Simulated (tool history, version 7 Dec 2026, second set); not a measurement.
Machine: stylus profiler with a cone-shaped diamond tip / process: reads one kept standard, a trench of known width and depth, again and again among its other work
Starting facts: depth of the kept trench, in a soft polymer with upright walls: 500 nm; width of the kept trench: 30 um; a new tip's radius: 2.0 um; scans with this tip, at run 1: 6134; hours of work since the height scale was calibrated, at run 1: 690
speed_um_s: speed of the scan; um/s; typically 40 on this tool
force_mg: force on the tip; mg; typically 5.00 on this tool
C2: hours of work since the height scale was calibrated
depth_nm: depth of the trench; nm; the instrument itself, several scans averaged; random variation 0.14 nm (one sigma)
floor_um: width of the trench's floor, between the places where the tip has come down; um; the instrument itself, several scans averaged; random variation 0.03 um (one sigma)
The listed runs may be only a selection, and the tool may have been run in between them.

Run 1, hour 0.0: usual settings; scans with this tip 6134; C2 690. Result: depth_nm 509.24 nm, floor_um 26.79 um.
Run 2, hour 13.7: usual settings; scans with this tip 6212; C2 699. Result: depth_nm 509.11 nm, floor_um 26.81 um.
Run 3, hour 28.8: usual settings; scans with this tip 6297; C2 708. Result: depth_nm 509.11 nm, floor_um 26.81 um.
Run 4, hour 44.1: usual settings; scans with this tip 6384; C2 718. Result: depth_nm 509.38 nm, floor_um 26.80 um.
Run 5, hour 53.3: usual settings but force_mg 3.00 mg; scans with this tip 6436; C2 724. Result: depth_nm 506.97 nm, floor_um 26.80 um.
Run 6, hour 64.2: usual settings; scans with this tip 6498; C2 731. Result: depth_nm 509.14 nm, floor_um 26.77 um.
Run 7, hour 74.0: usual settings; scans with this tip 6554; C2 737. Result: depth_nm 508.97 nm, floor_um 26.79 um.
Run 8, hour 89.9: usual settings but speed_um_s 11 um/s, force_mg 3.60 mg; scans with this tip 6644; C2 747. Result: depth_nm 507.62 nm, floor_um 26.88 um.
Run 9, hour 108.2: usual settings but speed_um_s 11 um/s, force_mg 3.60 mg; scans with this tip 6747; C2 759. Result: depth_nm 507.50 nm, floor_um 26.85 um.
Run 10, hour 124.2: usual settings but speed_um_s 11 um/s, force_mg 3.60 mg; scans with this tip 6838; C2 769. Result: depth_nm 507.66 nm, floor_um 26.90 um.
Run 11, hour 134.6: usual settings but speed_um_s 105 um/s, force_mg 10.54 mg; scans with this tip 6897; C2 776. Result: depth_nm 514.91 nm, floor_um 26.61 um.
Run 12, hour 153.7: usual settings but speed_um_s 43 um/s, force_mg 2.57 mg; scans with this tip 7006; C2 788. Result: depth_nm 506.24 nm, floor_um 26.66 um.
Run 13, hour 166.7: usual settings but speed_um_s 15 um/s; scans with this tip 7079; C2 796. Result: depth_nm 509.30 nm, floor_um 26.83 um.

Each row is a separate what-if for the run after 13, all from the same tool condition, not one after another. Results?
Run A, hour 177.4: usual settings but speed_um_s 28 um/s, force_mg 2.17 mg; scans with this tip 7140; C2 803. Result: depth_nm ?, floor_um ?.
Run B, hour 177.4: usual settings but speed_um_s 16 um/s, force_mg 8.94 mg; scans with this tip 7140; C2 803. Result: depth_nm ?, floor_um ?.
Run C, hour 177.4: usual settings but speed_um_s 19 um/s, force_mg 4.60 mg; scans with this tip 7140; C2 803. Result: depth_nm ?, floor_um ?.
Run D, hour 177.4: usual settings but speed_um_s 80 um/s, force_mg 9.18 mg; scans with this tip 7140; C2 803. Result: depth_nm ?, floor_um ?.
Run E, hour 177.4: usual settings but speed_um_s 35 um/s; scans with this tip 7140; C2 803. Result: depth_nm ?, floor_um ?.

run  depth_nm  floor_um
  A    505.59     26.73
  B    513.34     26.87
  C    508.90     26.89
  D    513.55     26.70
  E    509.27     26.80
Without the tool's unlogged condition, the same runs would have read:
run  depth_nm  floor_um
  A    504.77     27.17
  B    512.50     27.31
  C    508.07     27.33
  D    512.71     27.15
  E    508.44     27.24

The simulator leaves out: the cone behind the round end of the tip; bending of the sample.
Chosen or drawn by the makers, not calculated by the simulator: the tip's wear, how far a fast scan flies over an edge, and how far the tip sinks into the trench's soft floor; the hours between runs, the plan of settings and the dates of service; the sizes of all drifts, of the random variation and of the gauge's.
